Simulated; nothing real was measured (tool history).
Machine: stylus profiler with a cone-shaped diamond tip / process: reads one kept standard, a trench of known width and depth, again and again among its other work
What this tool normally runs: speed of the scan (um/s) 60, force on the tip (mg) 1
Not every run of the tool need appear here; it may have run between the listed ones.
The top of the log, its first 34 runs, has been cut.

| run | hour | speed of the scan (um/s) | force on the tip (mg) | scans with this tip | hours of work since the height scale was calibrated | depth of the trench (angstrom) | width of the trench's floor (µm) |
|---|---|---|---|---|---|---|---|
| 35 | 2591.5 | 38 | 2.3 | 26811 | 469 | 10059.9 | 45.94 |
| 36 | 2661.3 | 125 | 0.37 | 27164 | 515 | 10014.6 | 45.33 |
|  | 2715.1 | new tip fitted, height scale calibrated |
| 37 | 2722.2 | 125 | 0.37 | 36 | 5 | 10017.3 | 45.36 |
| 38 | 2798.1 | 90 | 0.37 | 421 | 55 | 10017.3 | 45.53 |
| 39 | 2902 | 90 | 0.37 | 947 | 124 | 10013.4 | 45.58 |
| 40 | 2997.7 | 60 | 0.35 | 1432 | 187 | 10017.1 | 45.69 |
| 41 | 3095.7 | 60 | 1.54 | 1929 | 252 | 10047.7 | 45.85 |
| 42 | 3150.9 | 38 | 1.92 | 2209 | 288 | 10049.9 | 45.91 |
| 43 | 3230.8 | 38 | 1.92 | 2614 | 341 | 10052.2 | 45.88 |
| 44 | 3339.4 | 87 | 1 | 3164 | 413 | 10028.9 | 45.69 |
| 45 | 3401.9 | 79 | 1.32 | 3481 | 454 | 10041.7 | 45.82 |
| 46 | 3462.3 | 68 | 2.35 | 3787 | 494 | 10064.6 | 45.79 |

What if the next run were any one of these 3? Each begins from the tool's condition after run 46:
| A | 3510.7 | 72 | 1.54 | 4032 | 526 | ? | ? |
| B | 3510.7 | 101 | 1 | 4032 | 526 | ? | ? |
| C | 3510.7 | 16 | 0.48 | 4032 | 526 | ? | ? |

| run | depth of the trench (angstrom) | width of the trench's floor (µm) |
|---|---|---|
| A | 10045.8 | 45.79 |
| B | 10034.8 | 45.69 |
| C | 10019.3 | 45.89 |
Without the tool's unlogged condition, the same runs would have read:
| run | depth of the trench (angstrom) | width of the trench's floor (µm) |
|---|---|---|
| A | 10045.9 | 45.8 |
| B | 10035 | 45.69 |
| C | 10019.4 | 45.9 |
